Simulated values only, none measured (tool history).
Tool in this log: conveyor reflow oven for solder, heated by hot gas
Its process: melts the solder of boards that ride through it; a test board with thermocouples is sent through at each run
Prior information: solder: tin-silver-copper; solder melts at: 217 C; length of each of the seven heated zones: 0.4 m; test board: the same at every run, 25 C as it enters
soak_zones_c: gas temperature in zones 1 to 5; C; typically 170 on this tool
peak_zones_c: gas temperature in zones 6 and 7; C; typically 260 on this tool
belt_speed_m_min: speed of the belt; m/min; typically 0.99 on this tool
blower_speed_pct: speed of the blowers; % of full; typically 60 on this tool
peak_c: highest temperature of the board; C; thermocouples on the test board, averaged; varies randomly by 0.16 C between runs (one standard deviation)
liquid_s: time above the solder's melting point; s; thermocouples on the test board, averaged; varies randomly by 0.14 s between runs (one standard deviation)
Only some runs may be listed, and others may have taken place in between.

Run 1, hour 0: usual settings. Result: peak_c 236.9 C, liquid_s 25 s.
Run 2, hour 20.6: usual settings. Result: peak_c 236.4 C, liquid_s 24.8 s.
Run 3, hour 40.5: usual settings. Result: peak_c 236.6 C, liquid_s 24.3 s.
Run 4, hour 77.4: usual settings. Result: peak_c 236.1 C, liquid_s 24 s.
Run 5, hour 96.4: usual settings but peak_zones_c 272 C. Result: peak_c 246 C, liquid_s 30.8 s.
At hour 109.8: flux residue cleaned out of gas plates and filters.
Run 6, hour 127: usual settings but peak_zones_c 272 C. Result: peak_c 247.2 C, liquid_s 32.1 s.
Run 7, hour 153.6: usual settings but peak_zones_c 272 C. Result: peak_c 247.5 C, liquid_s 31.7 s.
Run 8, hour 183.2: usual settings but peak_zones_c 272 C. Result: peak_c 247.1 C, liquid_s 32.1 s.
Run 9, hour 214.1: usual settings. Result: peak_c 236.9 C, liquid_s 25.3 s.
Run 10, hour 232.4: usual settings. Result: peak_c 236.7 C, liquid_s 25 s.
Run 11, hour 260.1: usual settings. Result: peak_c 236.7 C, liquid_s 25 s.
Run 12, hour 287.6: usual settings but peak_zones_c 249 C. Result: peak_c 228 C, liquid_s 16.5 s.
At hour 294.3: belt drive overhauled, speed set with a stopwatch.
Run 13, hour 328.6: usual settings but soak_zones_c 179 C, peak_zones_c 259 C, belt_speed_m_min 1 m/min, blower_speed_pct 78 % of full. Result: peak_c 240.8 C, liquid_s 30.7 s.
At hour 338.3: thermocouples of zones 6 and 7 changed.
Run 14, hour 370.2: usual settings but soak_zones_c 167 C, peak_zones_c 274 C, belt_speed_m_min 0.823 m/min, blower_speed_pct 62 % of full. Result: peak_c 255.3 C, liquid_s 44 s.
At hour 385.1: belt drive overhauled, speed set with a stopwatch, once more.
At hour 411.9: flux residue cleaned out of gas plates and filters.
Run 15, hour 413.1: usual settings but peak_zones_c 258 C, belt_speed_m_min 1.012 m/min. Result: peak_c 235.7 C, liquid_s 23.2 s.
Run 16, hour 434: usual settings but peak_zones_c 258 C, belt_speed_m_min 1.012 m/min. Result: peak_c 235.5 C, liquid_s 22.8 s.
Run 17, hour 458.5: usual settings but peak_zones_c 258 C, belt_speed_m_min 1.025 m/min. Result: peak_c 234.6 C, liquid_s 21.9 s.
Run 18, hour 497.8: usual settings but soak_zones_c 180 C, peak_zones_c 272 C, belt_speed_m_min 0.817 m/min, blower_speed_pct 80 % of full. Result: peak_c 259 C, liquid_s 49.3 s.

Each row is a separate what-if for the run after 18, all from the same tool condition, not one after another. Results?
Run A, hour 529.5: usual settings but soak_zones_c 180 C, peak_zones_c 272 C, belt_speed_m_min 0.817 m/min, blower_speed_pct 80 % of full. Result: peak_c ?, liquid_s ?.
Run B, hour 529.5: usual settings but blower_speed_pct 63 % of full. Result: peak_c ?, liquid_s ?.
Run C, hour 529.5: usual settings but soak_zones_c 180 C, peak_zones_c 272 C, belt_speed_m_min 0.92 m/min, blower_speed_pct 80 % of full. Result: peak_c ?, liquid_s ?.
Run D, hour 529.5: usual settings but blower_speed_pct 59 % of full. Result: peak_c ?, liquid_s ?.

run  peak_c  liquid_s
  A   258.7      49.2
  B   237.6      25.4
  C   255.1      41.9
  D   236.4      24.6
Take away the tool's hidden state, keep each run's random variation, and the runs would have read:
run  peak_c  liquid_s
  A   259.8      49.7
  B   238.8      26.4
  C   256.3      42.5
  D   237.6      25.6
